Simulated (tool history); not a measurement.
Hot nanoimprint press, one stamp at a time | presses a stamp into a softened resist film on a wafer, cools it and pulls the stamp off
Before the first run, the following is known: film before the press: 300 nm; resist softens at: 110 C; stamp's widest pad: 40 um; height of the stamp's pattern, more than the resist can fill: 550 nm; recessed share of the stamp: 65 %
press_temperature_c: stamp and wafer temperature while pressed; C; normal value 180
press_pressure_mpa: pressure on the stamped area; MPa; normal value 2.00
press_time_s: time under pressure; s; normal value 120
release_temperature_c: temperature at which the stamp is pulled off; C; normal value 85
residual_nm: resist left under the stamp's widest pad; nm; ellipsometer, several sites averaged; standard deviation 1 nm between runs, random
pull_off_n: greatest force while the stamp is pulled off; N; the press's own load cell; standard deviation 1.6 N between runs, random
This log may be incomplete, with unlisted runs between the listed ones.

{"run": 1, "hour": 0.0, "press_temperature_c": 180, "press_pressure_mpa": 2.0, "press_time_s": 120, "release_temperature_c": 85, "residual_nm": 152.1, "pull_off_n": 102}
{"run": 2, "hour": 10.1, "press_temperature_c": 180, "press_pressure_mpa": 2.0, "press_time_s": 120, "release_temperature_c": 85, "residual_nm": 151.1, "pull_off_n": 98}
{"run": 3, "hour": 19.6, "press_temperature_c": 176, "press_pressure_mpa": 2.0, "press_time_s": 120, "release_temperature_c": 85, "residual_nm": 170.2, "pull_off_n": 101}
{"run": 4, "hour": 31.9, "press_temperature_c": 176, "press_pressure_mpa": 2.0, "press_time_s": 120, "release_temperature_c": 85, "residual_nm": 169.2, "pull_off_n": 101}
{"run": 5, "hour": 43.2, "press_temperature_c": 180, "press_pressure_mpa": 2.0, "press_time_s": 120, "release_temperature_c": 87, "residual_nm": 153.8, "pull_off_n": 101}
{"run": 6, "hour": 56.8, "press_temperature_c": 180, "press_pressure_mpa": 2.0, "press_time_s": 120, "release_temperature_c": 87, "residual_nm": 152.9, "pull_off_n": 100}
{"run": 7, "hour": 67.9, "press_temperature_c": 180, "press_pressure_mpa": 2.0, "press_time_s": 120, "release_temperature_c": 87, "residual_nm": 152.3, "pull_off_n": 100}
{"run": 8, "hour": 78.2, "press_temperature_c": 180, "press_pressure_mpa": 2.0, "press_time_s": 117, "release_temperature_c": 87, "residual_nm": 153.2, "pull_off_n": 101}
{"run": 9, "hour": 89.7, "press_temperature_c": 174, "press_pressure_mpa": 2.0, "press_time_s": 120, "release_temperature_c": 85, "residual_nm": 179.5, "pull_off_n": 102}
{"run": 10, "hour": 95.5, "press_temperature_c": 174, "press_pressure_mpa": 2.0, "press_time_s": 120, "release_temperature_c": 85, "residual_nm": 179.4, "pull_off_n": 103}
{"run": 11, "hour": 107.8, "press_temperature_c": 174, "press_pressure_mpa": 2.0, "press_time_s": 120, "release_temperature_c": 85, "residual_nm": 182.2, "pull_off_n": 101}
{"run": 12, "hour": 120.1, "press_temperature_c": 174, "press_pressure_mpa": 2.0, "press_time_s": 100, "release_temperature_c": 85, "residual_nm": 191.4, "pull_off_n": 102}
{"run": 13, "hour": 127.7, "press_temperature_c": 174, "press_pressure_mpa": 2.0, "press_time_s": 100, "release_temperature_c": 85, "residual_nm": 190.3, "pull_off_n": 106}
{"run": 14, "hour": 140.6, "press_temperature_c": 174, "press_pressure_mpa": 2.0, "press_time_s": 100, "release_temperature_c": 85, "residual_nm": 188.9, "pull_off_n": 102}
{"run": 15, "hour": 154.5, "press_temperature_c": 180, "press_pressure_mpa": 2.0, "press_time_s": 94, "release_temperature_c": 85, "residual_nm": 165.1, "pull_off_n": 105}
{"run": 16, "hour": 161.3, "press_temperature_c": 191, "press_pressure_mpa": 1.37, "press_time_s": 218, "release_temperature_c": 87, "residual_nm": 109.3, "pull_off_n": 103}
{"run": 17, "hour": 168.9, "press_temperature_c": 182, "press_pressure_mpa": 2.0, "press_time_s": 170, "release_temperature_c": 86, "residual_nm": 126.7, "pull_off_n": 103}
{"run": 18, "hour": 183.3, "press_temperature_c": 182, "press_pressure_mpa": 2.0, "press_time_s": 170, "release_temperature_c": 86, "residual_nm": 129.2, "pull_off_n": 104}
{"run": 19, "hour": 189.2, "press_temperature_c": 190, "press_pressure_mpa": 2.27, "press_time_s": 108, "release_temperature_c": 86, "residual_nm": 112.6, "pull_off_n": 107}
{"run": 20, "hour": 195.1, "press_temperature_c": 182, "press_pressure_mpa": 2.3, "press_time_s": 108, "release_temperature_c": 76, "residual_nm": 143.4, "pull_off_n": 112}
{"run": 21, "hour": 201.6, "press_temperature_c": 182, "press_pressure_mpa": 1.38, "press_time_s": 220, "release_temperature_c": 89, "residual_nm": 138.2, "pull_off_n": 101}
{"run": 22, "hour": 211.1, "press_temperature_c": 189, "press_pressure_mpa": 2.0, "press_time_s": 120, "release_temperature_c": 85, "residual_nm": 119.5, "pull_off_n": 109}
{"run": 23, "hour": 219.4, "press_temperature_c": 185, "press_pressure_mpa": 1.77, "press_time_s": 138, "release_temperature_c": 92, "residual_nm": 136.2, "pull_off_n": 101}
{"run": 24, "hour": 226.6, "press_temperature_c": 185, "press_pressure_mpa": 1.77, "press_time_s": 138, "release_temperature_c": 92, "residual_nm": 135.5, "pull_off_n": 97}
{"run": 25, "hour": 236.9, "press_temperature_c": 178, "press_pressure_mpa": 2.47, "press_time_s": 223, "release_temperature_c": 86, "residual_nm": 118.1, "pull_off_n": 104}
{"run": 26, "hour": 249.5, "press_temperature_c": 177, "press_pressure_mpa": 2.47, "press_time_s": 223, "release_temperature_c": 84, "residual_nm": 124.2, "pull_off_n": 106}
{"run": 27, "hour": 257.9, "press_temperature_c": 174, "press_pressure_mpa": 2.0, "press_time_s": 144, "release_temperature_c": 74, "residual_nm": 170.5, "pull_off_n": 117}
{"run": 28, "hour": 270.7, "press_temperature_c": 180, "press_pressure_mpa": 2.0, "press_time_s": 120, "release_temperature_c": 81, "residual_nm": 156.5, "pull_off_n": 111}

Below are 5 alternative next runs, each starting from the tool's condition after run 28. Predict each:
{"run": "A", "hour": 283.2, "press_temperature_c": 175, "press_pressure_mpa": 2.0, "press_time_s": 228, "release_temperature_c": 85, "residual_nm": "?", "pull_off_n": "?"}
{"run": "B", "hour": 283.2, "press_temperature_c": 180, "press_pressure_mpa": 1.89, "press_time_s": 203, "release_temperature_c": 75, "residual_nm": "?", "pull_off_n": "?"}
{"run": "C", "hour": 283.2, "press_temperature_c": 179, "press_pressure_mpa": 1.65, "press_time_s": 76, "release_temperature_c": 81, "residual_nm": "?", "pull_off_n": "?"}
{"run": "D", "hour": 283.2, "press_temperature_c": 180, "press_pressure_mpa": 2.36, "press_time_s": 183, "release_temperature_c": 85, "residual_nm": "?", "pull_off_n": "?"}
{"run": "E", "hour": 283.2, "press_temperature_c": 190, "press_pressure_mpa": 2.0, "press_time_s": 120, "release_temperature_c": 85, "residual_nm": "?", "pull_off_n": "?"}

run=A residual_nm=143.2 pull_off_n=109
run=B residual_nm=131.3 pull_off_n=117
run=C residual_nm=197.0 pull_off_n=114
run=D residual_nm=122.8 pull_off_n=109
run=E residual_nm=117.4 pull_off_n=107
Without the tool's hidden state the same runs would have given:
run=A residual_nm=133.5 pull_off_n=95
run=B residual_nm=122.7 pull_off_n=103
run=C residual_nm=187.4 pull_off_n=100
run=D residual_nm=114.1 pull_off_n=95
run=E residual_nm=110.1 pull_off_n=94
